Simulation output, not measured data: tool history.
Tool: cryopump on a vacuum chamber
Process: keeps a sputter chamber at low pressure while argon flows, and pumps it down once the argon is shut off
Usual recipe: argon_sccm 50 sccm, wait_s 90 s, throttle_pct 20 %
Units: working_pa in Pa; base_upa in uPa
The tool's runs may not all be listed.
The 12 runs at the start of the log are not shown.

{"run": 13, "hour": 447.9, "argon_sccm": 62, "wait_s": 90, "throttle_pct": 20, "working_pa": 0.2431, "base_upa": 0.79}
{"run": 14, "hour": 483.4, "argon_sccm": 62, "wait_s": 90, "throttle_pct": 20, "working_pa": 0.2444, "base_upa": 0.78}
{"run": 15, "hour": 508.7, "argon_sccm": 62, "wait_s": 90, "throttle_pct": 20, "working_pa": 0.2436, "base_upa": 0.84}
{"run": 16, "hour": 543.7, "argon_sccm": 99, "wait_s": 90, "throttle_pct": 20, "working_pa": 0.3906, "base_upa": 0.86}
{"run": 17, "hour": 589.2, "argon_sccm": 99, "wait_s": 90, "throttle_pct": 20, "working_pa": 0.3882, "base_upa": 0.83}
{"run": 18, "hour": 635.0, "argon_sccm": 50, "wait_s": 64, "throttle_pct": 22, "working_pa": 0.1797, "base_upa": 0.97}
{"run": 19, "hour": 690.1, "argon_sccm": 50, "wait_s": 64, "throttle_pct": 22, "working_pa": 0.1803, "base_upa": 0.99}
{"run": 20, "hour": 724.9, "argon_sccm": 50, "wait_s": 53, "throttle_pct": 20, "working_pa": 0.1958, "base_upa": 1.01}
{"run": 21, "hour": 776.3, "argon_sccm": 23, "wait_s": 265, "throttle_pct": 19, "working_pa": 0.0956, "base_upa": 0.76}
{"run": 22, "hour": 815.2, "argon_sccm": 50, "wait_s": 90, "throttle_pct": 32, "working_pa": 0.1261, "base_upa": 0.94}
{"run": 23, "hour": 841.6, "argon_sccm": 45, "wait_s": 63, "throttle_pct": 23, "working_pa": 0.1565, "base_upa": 1.04}
{"run": 24, "hour": 866.6, "argon_sccm": 45, "wait_s": 63, "throttle_pct": 23, "working_pa": 0.1567, "base_upa": 1.03}
{"run": 25, "hour": 890.5, "argon_sccm": 45, "wait_s": 63, "throttle_pct": 23, "working_pa": 0.1554, "base_upa": 1.06}
{"run": 26, "hour": 945.2, "argon_sccm": 45, "wait_s": 63, "throttle_pct": 23, "working_pa": 0.1579, "base_upa": 1.03}
{"run": 27, "hour": 970.1, "argon_sccm": 45, "wait_s": 63, "throttle_pct": 23, "working_pa": 0.1565, "base_upa": 1.11}
{"run": 28, "hour": 1018.5, "argon_sccm": 32, "wait_s": 63, "throttle_pct": 24, "working_pa": 0.1081, "base_upa": 1.11}
{"run": 29, "hour": 1072.2, "argon_sccm": 28, "wait_s": 63, "throttle_pct": 27, "working_pa": 0.0839, "base_upa": 1.14}
{"run": 30, "hour": 1119.6, "argon_sccm": 28, "wait_s": 63, "throttle_pct": 27, "working_pa": 0.0834, "base_upa": 1.15}
{"run": 31, "hour": 1146.9, "argon_sccm": 26, "wait_s": 78, "throttle_pct": 20, "working_pa": 0.1044, "base_upa": 1.12}
{"run": 32, "hour": 1178.2, "argon_sccm": 38, "wait_s": 26, "throttle_pct": 19, "working_pa": 0.1603, "base_upa": 1.6}
{"run": 33, "hour": 1225.0, "argon_sccm": 38, "wait_s": 26, "throttle_pct": 19, "working_pa": 0.1602, "base_upa": 1.61}

Here are 4 independent what-if runs from the current tool condition. What would each one return?
{"run": "A", "hour": 1258.5, "argon_sccm": 64, "wait_s": 174, "throttle_pct": 36, "working_pa": "?", "base_upa": "?"}
{"run": "B", "hour": 1258.5, "argon_sccm": 50, "wait_s": 90, "throttle_pct": 24, "working_pa": "?", "base_upa": "?"}
{"run": "C", "hour": 1258.5, "argon_sccm": 35, "wait_s": 198, "throttle_pct": 19, "working_pa": "?", "base_upa": "?"}
{"run": "D", "hour": 1258.5, "argon_sccm": 94, "wait_s": 90, "throttle_pct": 20, "working_pa": "?", "base_upa": "?"}

run=A working_pa=0.1468 base_upa=1.02
run=B working_pa=0.1695 base_upa=1.09
run=C working_pa=0.1474 base_upa=1.01
run=D working_pa=0.3763 base_upa=1.09
With no hidden state in the tool, these same runs would have given:
run=A working_pa=0.1351 base_upa=0.27
run=B working_pa=0.1603 base_upa=0.34
run=C working_pa=0.141 base_upa=0.23
run=D working_pa=0.3592 base_upa=0.34
